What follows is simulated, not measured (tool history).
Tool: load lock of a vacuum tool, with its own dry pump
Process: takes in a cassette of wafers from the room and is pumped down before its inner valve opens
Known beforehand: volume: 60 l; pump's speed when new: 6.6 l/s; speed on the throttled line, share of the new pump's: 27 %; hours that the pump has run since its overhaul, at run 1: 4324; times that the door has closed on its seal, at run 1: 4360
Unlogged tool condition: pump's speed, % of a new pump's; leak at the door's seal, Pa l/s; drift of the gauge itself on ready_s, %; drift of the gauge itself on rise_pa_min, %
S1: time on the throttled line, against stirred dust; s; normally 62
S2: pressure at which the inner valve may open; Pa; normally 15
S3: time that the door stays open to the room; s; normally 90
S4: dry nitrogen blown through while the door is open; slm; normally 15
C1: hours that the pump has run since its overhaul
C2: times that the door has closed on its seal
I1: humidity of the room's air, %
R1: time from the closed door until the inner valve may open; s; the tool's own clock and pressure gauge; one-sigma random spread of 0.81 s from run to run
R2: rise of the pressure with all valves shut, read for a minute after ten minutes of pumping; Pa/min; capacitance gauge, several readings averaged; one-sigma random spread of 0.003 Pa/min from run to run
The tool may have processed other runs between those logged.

Run 1, hour 0: usual settings; C1 4324; C2 4360; I1 50.7. Result: R1 128.9 s, R2 0.059 Pa/min.
Run 2, hour 98.6: usual settings; C1 4422; C2 4507; I1 48.2. Result: R1 129.8 s, R2 0.069 Pa/min.
Run 3, hour 284.5: usual settings; C1 4608; C2 4784; I1 44.2. Result: R1 128.8 s, R2 0.056 Pa/min.
Run 4, hour 490.8: usual settings but S1 87 s; C1 4814; C2 5092; I1 42.3. Result: R1 148.9 s, R2 0.066 Pa/min.
Run 5, hour 583.8: usual settings but S1 87 s; C1 4907; C2 5231; I1 45.8. Result: R1 148.9 s, R2 0.071 Pa/min.
Run 6, hour 742.9: usual settings but S1 87 s; C1 5067; C2 5468; I1 48.5. Result: R1 149 s, R2 0.075 Pa/min.
Run 7, hour 862.3: usual settings but S1 87 s; C1 5186; C2 5647; I1 43.2. Result: R1 148.1 s, R2 0.071 Pa/min.
Run 8, hour 1030.5: usual settings but S4 7 slm; C1 5354; C2 5898; I1 44.3. Result: R1 131.2 s, R2 0.077 Pa/min.
Run 9, hour 1207.7: usual settings; C1 5531; C2 6162; I1 46.2. Result: R1 131.4 s, R2 0.074 Pa/min.
Run 10, hour 1305: usual settings but S1 34 s; C1 5629; C2 6307; I1 48.6. Result: R1 110.9 s, R2 0.073 Pa/min.
Run 11, hour 1423.5: usual settings but S1 34 s; C1 5747; C2 6484; I1 46.4. Result: R1 110.7 s, R2 0.075 Pa/min.
Run 12, hour 1540.6: usual settings but S1 34 s; C1 5864; C2 6659; I1 44.9. Result: R1 110.9 s, R2 0.079 Pa/min.
Run 13, hour 1702.3: usual settings but S1 34 s; C1 6026; C2 6900; I1 43. Result: R1 111.6 s, R2 0.074 Pa/min.
Run 14, hour 1821.4: usual settings but S1 60 s; C1 6145; C2 7078; I1 45.3. Result: R1 131.3 s, R2 0.081 Pa/min.
Run 15, hour 2013.2: usual settings but S1 60 s; C1 6337; C2 7364; I1 50. Result: R1 131.1 s, R2 0.084 Pa/min.
Run 16, hour 2129.2: usual settings but S1 60 s; C1 6453; C2 7537; I1 46.7. Result: R1 131.2 s, R2 0.088 Pa/min.
Run 17, hour 2260.3: usual settings but S1 60 s; C1 6584; C2 7732; I1 48.5. Result: R1 131.8 s, R2 0.09 Pa/min.
Run 18, hour 2446.4: usual settings but S1 60 s, S4 11 slm; C1 6770; C2 8010; I1 43.3. Result: R1 131.1 s, R2 0.091 Pa/min.
Run 19, hour 2597.2: usual settings but S1 116 s, S2 13 Pa, S3 115 s, S4 32 slm; C1 6921; C2 8235; I1 45.1. Result: R1 171.9 s, R2 0.078 Pa/min.
Run 20, hour 2689.5: usual settings but S1 54 s, S2 13 Pa; C1 7013; C2 8373; I1 47.9. Result: R1 129.5 s, R2 0.093 Pa/min.
Run 21, hour 2864.2: usual settings but S1 54 s, S2 13 Pa, S4 4 slm; C1 7188; C2 8633; I1 45.9. Result: R1 128.5 s, R2 0.106 Pa/min.
Run 22, hour 2959.1: usual settings but S1 54 s, S2 13 Pa, S4 4 slm; C1 7283; C2 8775; I1 45.5. Result: R1 128.3 s, R2 0.114 Pa/min.
Run 23, hour 3140.3: usual settings but S1 31 s, S2 13 Pa, S4 4 slm; C1 7464; C2 9045; I1 49.4. Result: R1 113.6 s, R2 0.117 Pa/min.
Run 24, hour 3329.3: usual settings but S1 100 s, S2 10 Pa, S3 64 s, S4 9 slm; C1 7653; C2 9327; I1 44.1. Result: R1 164.8 s, R2 0.101 Pa/min.
Run 25, hour 3440: usual settings but S1 100 s, S2 10 Pa, S3 64 s, S4 9 slm; C1 7764; C2 9493; I1 45.1. Result: R1 161.5 s, R2 0.104 Pa/min.
Run 26, hour 3567: usual settings but S1 58 s, S2 13 Pa, S3 31 s, S4 22 slm; C1 7891; C2 9682; I1 43.8. Result: R1 130.2 s, R2 0.091 Pa/min.
Run 27, hour 3703.4: usual settings but S1 50 s; C1 8027; C2 9885; I1 47.2. Result: R1 126.1 s, R2 0.111 Pa/min.
Run 28, hour 3908.7: usual settings but S1 50 s, S2 22 Pa; C1 8232; C2 10192; I1 46.2. Result: R1 121 s, R2 0.112 Pa/min.
Run 29, hour 4013: usual settings but S1 75 s; C1 8337; C2 10347; I1 44.1. Result: R1 143.4 s, R2 0.108 Pa/min.
Run 30, hour 4152.8: usual settings but S1 56 s, S2 12 Pa; C1 8476; C2 10556; I1 44.4. Result: R1 133.7 s, R2 0.115 Pa/min.
Run 31, hour 4356.4: usual settings but S1 56 s, S2 12 Pa; C1 8680; C2 10860; I1 50. Result: R1 133.3 s, R2 0.122 Pa/min.
Run 32, hour 4481.3: usual settings but S2 20 Pa; C1 8805; C2 11046; I1 44.6. Result: R1 130 s, R2 0.119 Pa/min.
Run 33, hour 4661.6: usual settings but S2 20 Pa; C1 8985; C2 11315; I1 44.5. Result: R1 131.1 s, R2 0.123 Pa/min.
Run 34, hour 4748.1: usual settings but S1 31 s, S2 24 Pa, S3 68 s, S4 22 slm; C1 9072; C2 11444; I1 45.3. Result: R1 108 s, R2 0.121 Pa/min.
Run 35, hour 4876.3: usual settings but S1 31 s, S2 24 Pa, S3 68 s, S4 22 slm; C1 9200; C2 11636; I1 44.7. Result: R1 109.7 s, R2 0.12 Pa/min.
At hour 4897.6: dry pump taken out, an overhauled one fitted.
Run 36, hour 5014.5: usual settings but S1 31 s, S2 24 Pa, S3 68 s, S4 18 slm; C1 117; C2 11833; I1 45.1. Result: R1 98.3 s, R2 0.122 Pa/min.

Some steps in R1, run to run, broken into two amounts with sign: the step expected even without the hidden condition (settings, incoming material, random variation), and the rest, left for the hidden condition together with whatever gauge scatter is not in both the measured and the hidden-condition-free result:
Run 18 -> 19: S1 60 -> 116, S2 15 -> 13, S3 90 -> 115, S4 11 -> 32. R1 +40.8 s: hidden state -1.3, all else +42.1.
Run 19 -> 20: S1 116 -> 54, S3 115 -> 90, S4 32 -> 15. R1 -42.4 s: hidden state +1.8, all else -44.2.
Run 23 -> 24: S1 31 -> 100, S2 13 -> 10, S3 90 -> 64, S4 4 -> 9. R1 +51.2 s: hidden state -1.7, all else +52.9.
Run 35 -> 36: S4 22 -> 18, dry pump taken out, an overhauled one fitted. R1 -11.4 s: hidden state -10.7, all else -0.7.

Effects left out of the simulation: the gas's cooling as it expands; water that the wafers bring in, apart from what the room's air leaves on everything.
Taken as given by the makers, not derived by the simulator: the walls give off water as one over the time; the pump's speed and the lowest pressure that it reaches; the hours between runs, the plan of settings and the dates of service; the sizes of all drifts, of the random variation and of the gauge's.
